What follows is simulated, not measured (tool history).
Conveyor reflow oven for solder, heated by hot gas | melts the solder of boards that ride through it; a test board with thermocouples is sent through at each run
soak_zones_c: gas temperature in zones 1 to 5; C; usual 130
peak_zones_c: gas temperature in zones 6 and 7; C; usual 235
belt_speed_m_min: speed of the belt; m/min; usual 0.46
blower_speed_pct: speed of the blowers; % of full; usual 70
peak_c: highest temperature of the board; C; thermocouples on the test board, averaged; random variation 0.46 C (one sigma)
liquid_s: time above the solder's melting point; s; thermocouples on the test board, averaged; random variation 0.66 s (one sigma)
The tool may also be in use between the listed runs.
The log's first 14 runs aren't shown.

run,hour,soak_zones_c,peak_zones_c,belt_speed_m_min,blower_speed_pct,hours of work since the flux was cleaned out,hours of work since the belt drive was overhauled,hours of work since the thermocouples were changed,peak_c,liquid_s
15,501.9,122,235,0.46,70,109,28,509,221.2,75.3
16,540.4,122,235,0.46,70,134,53,534,220.8,75.9
17,591.8,140,229,0.46,70,168,87,568,217.8,80.9
18,635.6,140,229,0.46,70,197,116,597,218.5,80.8
19,664.1,131,235,0.46,76,215,134,615,223.3,81.5
20,703.3,119,235,0.531,70,241,160,641,214.3,57.1
21,729.2,144,235,0.531,70,258,177,658,218.7,71.5
# hour 767.7: flux residue cleaned out of gas plates and filters
22,773.2,141,235,0.531,71,4,203,684,219.5,71
23,810.1,141,235,0.531,71,28,227,708,220.6,71.6
24,862.8,129,235,0.46,51,62,261,742,215.6,72.2
25,894.6,129,240,0.46,53,83,282,763,221.2,78.3
26,924.3,118,239,0.459,82,103,302,783,227.6,81.5
27,959.6,120,239,0.542,82,126,325,806,222.4,64.2
28,999.7,129,235,0.537,60,152,351,832,213.1,59.4
29,1054.2,134,244,0.515,61,188,387,868,223.6,72.7
30,1101,127,236,0.437,59,218,417,898,221.4,81.8
31,1123,127,236,0.437,59,233,432,913,221.5,82.2

Forecast each of these 3 alternatives for the next run:
A,1156.8,124,236,0.396,53,255,454,935,?,?
B,1156.8,127,236,0.437,59,255,454,935,?,?
C,1156.8,115,226,0.437,56,255,454,935,?,?

run,peak_c,liquid_s
A,221.7,90.4
B,220.9,81.9
C,208.7,63.6
Without the tool's hidden state the same runs would have given:
run,peak_c,liquid_s
A,219.8,87.5
B,219.1,79.5
C,207,60.8
